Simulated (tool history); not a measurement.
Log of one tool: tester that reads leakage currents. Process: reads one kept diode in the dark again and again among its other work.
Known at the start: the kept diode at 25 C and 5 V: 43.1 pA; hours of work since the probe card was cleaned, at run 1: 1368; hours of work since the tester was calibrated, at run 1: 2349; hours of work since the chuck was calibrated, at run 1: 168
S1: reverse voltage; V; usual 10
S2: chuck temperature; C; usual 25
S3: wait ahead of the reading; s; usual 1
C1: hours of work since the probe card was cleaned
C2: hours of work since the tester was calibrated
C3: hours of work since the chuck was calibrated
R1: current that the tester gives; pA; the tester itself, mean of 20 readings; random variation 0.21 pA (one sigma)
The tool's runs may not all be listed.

run,hour,S1,S2,S3,C1,C2,C3,R1
1,0,10,25,1,1368,2349,168,74.78
2,229.8,6.8,25,1,1539,2519,338,57.7
3,443.2,6.8,25,1,1697,2678,497,57.82
4,588.1,6.8,25,1,1805,2785,604,57.7
# hour 712.1: chuck's temperature calibrated
5,794.2,1.1,25,1,1957,2937,61,19.26
6,956.7,10,25,1,2077,3057,182,77.94
7,1249.9,10,25,1,2295,3275,399,76.95
8,1388.5,10,25,1,2398,3378,502,76.49
9,1578.2,10,25,1,2539,3519,643,76.82
# hour 1657.6: chuck's temperature calibrated
10,1778.3,10,53,1,2686,3666,90,582.42
# hour 1851.7: probe card cleaned and baked
11,2032.7,10,53,1,134,3853,276,554.68
12,2283.9,2.6,53,1,321,4039,463,247.4
13,2515.7,14.5,33,1,493,4211,635,155.15
# hour 2588.9: chuck's temperature calibrated
14,2680.6,19.9,30,2.46,614,4332,68,155.32
15,2818.3,1,41,2.46,716,4434,170,59.86
16,2940.2,1,23,7.76,807,4525,261,14.28
# hour 3010.9: tester calibrated
17,3154.1,1,23,7.76,964,106,418,13.71
18,3417.3,5.3,49,1,1159,302,614,270.81
# hour 3523.8: chuck's temperature calibrated
19,3547.3,7.4,29,0.34,1255,397,18,87.73
20,3841.1,3.7,25,1,1473,615,236,40.23

Run 21 comes next. What will it give?
21,4104,17.3,20,1,1668,810,431,?

{"run 21": {"R1": 76.86}}
Without the tool's hidden state the same run would have given R1 62.27 pA.
